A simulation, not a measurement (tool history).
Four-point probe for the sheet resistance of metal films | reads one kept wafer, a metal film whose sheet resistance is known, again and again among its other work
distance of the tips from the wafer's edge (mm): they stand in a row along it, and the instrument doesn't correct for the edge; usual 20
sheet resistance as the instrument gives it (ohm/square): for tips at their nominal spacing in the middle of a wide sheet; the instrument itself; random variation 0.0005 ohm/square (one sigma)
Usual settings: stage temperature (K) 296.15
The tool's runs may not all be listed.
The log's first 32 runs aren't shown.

run    hour  stage temperature (K)  distance of the tips from the wafer's edge (mm)  touches since the probe head was changed  hours of work since the stage's thermometer was calibrated  sheet resistance as the instrument gives it (ohm/square)
 33  1006.8                 292.15                                               16                                     25307                                                        1083                                                  2.500915
 34  1050.8                 292.15                                               16                                     26144                                                        1108                                                  2.501492
 35  1083.5                 292.15                                               16                                     26766                                                        1126                                                  2.501038
 36  1124.8                 300.15                                               13                                     27553                                                        1149                                                  2.520924
 37  1162.6                 300.15                                               13                                     28271                                                        1171                                                  2.521112
 38  1197.1                 300.15                                               13                                     28928                                                        1190                                                  2.521264
 39  1233.7                 300.15                                               60                                     29624                                                        1210                                                  2.518752
 40  1255.7                 299.15                                               70                                     30044                                                        1223                                                  2.516799
 41  1276.7                 299.15                                               70                                     30443                                                        1235                                                  2.516193
 42  1319.2                 305.15                                               70                                     31252                                                        1258                                                  2.530038
 43  1352.3                 299.15                                                7                                     31883                                                        1277                                                  2.522969
 44  1376.3                 306.15                                                7                                     32340                                                        1290                                                  2.538473
 45  1415.3                 306.15                                                7                                     33081                                                        1312                                                  2.539357

4 ways to go on from here, each from the tool as it stands after run 45. What would each give?
  A  1457.7                 292.15                                               10                                     33889                                                        1336                                                         ?
  B  1457.7                 299.15                                                4                                     33889                                                        1336                                                         ?
  C  1457.7                 306.15                                               56                                     33889                                                        1336                                                         ?
  D  1457.7                 301.15                                               37                                     33889                                                        1336                                                         ?

run  sheet resistance as the instrument gives it (ohm/square)
  A                                                  2.502701
  B                                                  2.537738
  C                                                  2.532647
  D                                                  2.521437
Without the tool's hidden state the same runs would have given:
run  sheet resistance as the instrument gives it (ohm/square)
  A                                                  2.502717
  B                                                  2.537755
  C                                                  2.532665
  D                                                  2.521455
